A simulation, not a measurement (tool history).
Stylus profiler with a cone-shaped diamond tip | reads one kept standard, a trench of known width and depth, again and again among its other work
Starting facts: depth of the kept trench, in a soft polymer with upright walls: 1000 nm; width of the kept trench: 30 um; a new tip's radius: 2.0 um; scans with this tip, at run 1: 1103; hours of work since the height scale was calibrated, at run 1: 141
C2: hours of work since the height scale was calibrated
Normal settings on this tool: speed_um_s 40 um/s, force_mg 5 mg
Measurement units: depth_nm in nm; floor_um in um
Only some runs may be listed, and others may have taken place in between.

run 1 hour=0 | speed_um_s=40 force_mg=5 | scans_with_this_tip=1103 C2=141 | depth_nm=1013.85 floor_um=26.25
run 2 hour=18.3 | speed_um_s=46 force_mg=5 | scans_with_this_tip=1204 C2=154 | depth_nm=1013.63 floor_um=26.23
run 3 hour=26 | speed_um_s=40 force_mg=5 | scans_with_this_tip=1247 C2=160 | depth_nm=1014.19 floor_um=26.2
run 4 hour=42.2 | speed_um_s=40 force_mg=5 | scans_with_this_tip=1337 C2=171 | depth_nm=1013.85 floor_um=26.24
run 5 hour=61.2 | speed_um_s=40 force_mg=5 | scans_with_this_tip=1443 C2=185 | depth_nm=1013.53 floor_um=26.24
run 6 hour=72.5 | speed_um_s=40 force_mg=5 | scans_with_this_tip=1505 C2=193 | depth_nm=1013.68 floor_um=26.22
run 7 hour=89.4 | speed_um_s=40 force_mg=5 | scans_with_this_tip=1599 C2=205 | depth_nm=1013.51 floor_um=26.18
run 8 hour=108.6 | speed_um_s=40 force_mg=5 | scans_with_this_tip=1706 C2=219 | depth_nm=1013.5 floor_um=26.17
run 9 hour=121.6 | speed_um_s=40 force_mg=5 | scans_with_this_tip=1778 C2=228 | depth_nm=1013.62 floor_um=26.19
run 10 hour=133.8 | speed_um_s=118 force_mg=4.75 | scans_with_this_tip=1845 C2=237 | depth_nm=1012.57 floor_um=25.85
run 11 hour=142.6 | speed_um_s=118 force_mg=2.83 | scans_with_this_tip=1894 C2=243 | depth_nm=1008.77 floor_um=25.59
run 12 hour=161.2 | speed_um_s=118 force_mg=14.61 | scans_with_this_tip=1997 C2=256 | depth_nm=1028.85 floor_um=26.02
run 13 hour=179.7 | speed_um_s=118 force_mg=14.61 | scans_with_this_tip=2100 C2=269 | depth_nm=1028.51 floor_um=26.03
run 14 hour=188.3 | speed_um_s=40 force_mg=12.78 | scans_with_this_tip=2148 C2=275 | depth_nm=1025.84 floor_um=26.23
run 15 hour=201 | speed_um_s=40 force_mg=7.06 | scans_with_this_tip=2218 C2=284 | depth_nm=1017.38 floor_um=26.11
run 16 hour=212.1 | speed_um_s=143 force_mg=1.69 | scans_with_this_tip=2280 C2=292 | depth_nm=1005.72 floor_um=25.18
run 17 hour=219.9 | speed_um_s=11 force_mg=11.14 | scans_with_this_tip=2323 C2=298 | depth_nm=1023.76 floor_um=26.29

Measured result minus the same run's result without the hidden state. Both carry the same run-to-run variation, though not necessarily the same gauge scatter:
Hidden state at play: radius of the tip, um; height scale over the true one, %; drift of the gauge itself on depth_nm, %; drift of the gauge itself on floor_um, %.
run=1 depth_nm=-0.44 floor_um=-0.1
run=2 depth_nm=-0.48 floor_um=-0.11
run=3 depth_nm=-0.51 floor_um=-0.11
run=4 depth_nm=-0.54 floor_um=-0.12
run=5 depth_nm=-0.59 floor_um=-0.13
run=6 depth_nm=-0.63 floor_um=-0.14
run=7 depth_nm=-0.67 floor_um=-0.15
run=8 depth_nm=-0.72 floor_um=-0.16
run=9 depth_nm=-0.75 floor_um=-0.17
run=10 depth_nm=-0.79 floor_um=-0.17
run=11 depth_nm=-0.81 floor_um=-0.17
run=12 depth_nm=-0.87 floor_um=-0.19
run=13 depth_nm=-0.92 floor_um=-0.2
run=14 depth_nm=-0.94 floor_um=-0.2
run=15 depth_nm=-0.97 floor_um=-0.2
run=16 depth_nm=-0.98 floor_um=-0.22
run=17 depth_nm=-1.02 floor_um=-0.22

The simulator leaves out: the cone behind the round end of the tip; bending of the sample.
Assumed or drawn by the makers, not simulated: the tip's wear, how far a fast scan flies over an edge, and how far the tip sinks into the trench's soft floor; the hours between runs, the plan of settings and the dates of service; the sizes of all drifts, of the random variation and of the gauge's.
